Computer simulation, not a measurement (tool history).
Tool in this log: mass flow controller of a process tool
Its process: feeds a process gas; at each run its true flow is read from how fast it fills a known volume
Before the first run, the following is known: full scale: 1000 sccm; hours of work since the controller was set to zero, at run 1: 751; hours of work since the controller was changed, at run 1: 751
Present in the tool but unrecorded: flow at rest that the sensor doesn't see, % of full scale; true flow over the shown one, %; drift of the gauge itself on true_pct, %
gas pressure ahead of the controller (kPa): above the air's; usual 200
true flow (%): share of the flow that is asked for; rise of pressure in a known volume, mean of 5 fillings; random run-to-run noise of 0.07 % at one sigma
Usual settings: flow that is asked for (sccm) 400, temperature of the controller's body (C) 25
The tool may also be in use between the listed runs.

| run | hour | flow that is asked for (sccm) | gas pressure ahead of the controller (kPa) | temperature of the controller's body (C) | hours of work since the controller was set to zero | hours of work since the controller was changed | true flow (%) |
|---|---|---|---|---|---|---|---|
| 1 | 0.0 | 400 | 200 | 25 | 751 | 751 | 98.24 |
| 2 | 90.6 | 400 | 200 | 25 | 785 | 785 | 98.30 |
| 3 | 166.4 | 400 | 200 | 25 | 814 | 814 | 98.32 |
| 4 | 318.0 | 400 | 200 | 25 | 871 | 871 | 98.26 |
| 5 | 417.2 | 400 | 271 | 25 | 909 | 909 | 97.69 |
| 6 | 555.1 | 633 | 200 | 25 | 961 | 961 | 98.98 |
| 7 | 707.8 | 400 | 200 | 25 | 1018 | 1018 | 98.22 |
| 8 | 816.9 | 400 | 200 | 25 | 1060 | 1060 | 98.28 |
| 9 | 960.8 | 400 | 200 | 25 | 1114 | 1114 | 98.29 |
| 10 | 1137.2 | 400 | 200 | 37 | 1181 | 1181 | 99.24 |
| 11 | 1302.9 | 400 | 200 | 37 | 1243 | 1243 | 99.54 |
| 12 | 1399.2 | 400 | 223 | 22 | 1280 | 1280 | 97.94 |
| 13 | 1555.6 | 139 | 200 | 22 | 1339 | 1339 | 97.25 |
| 14 | 1650.4 | 139 | 200 | 22 | 1375 | 1375 | 97.23 |
| 15 | 1826.5 | 139 | 200 | 22 | 1441 | 1441 | 97.25 |
| 16 | 1918.7 | 136 | 277 | 39 | 1476 | 1476 | 98.19 |
| 17 | 2032.1 | 136 | 277 | 39 | 1519 | 1519 | 98.35 |
| 18 | 2123.2 | 136 | 156 | 39 | 1553 | 1553 | 99.33 |

Consider 4 possible next runs. They are alternatives, not a sequence: every one starts from the tool as it was left by run 18. What does each give?
| A | 2302.9 | 258 | 156 | 28 | 1621 | 1621 | ? |
| B | 2302.9 | 400 | 184 | 37 | 1621 | 1621 | ? |
| C | 2302.9 | 394 | 190 | 23 | 1621 | 1621 | ? |
| D | 2302.9 | 120 | 254 | 40 | 1621 | 1621 | ? |

| run | true flow (%) |
|---|---|
| A | 98.47 |
| B | 99.65 |
| C | 98.13 |
| D | 98.53 |
Take away the tool's hidden state, keep each run's random variation, and the runs would have read:
| run | true flow (%) |
|---|---|
| A | 98.45 |
| B | 99.64 |
| C | 98.12 |
| D | 98.51 |
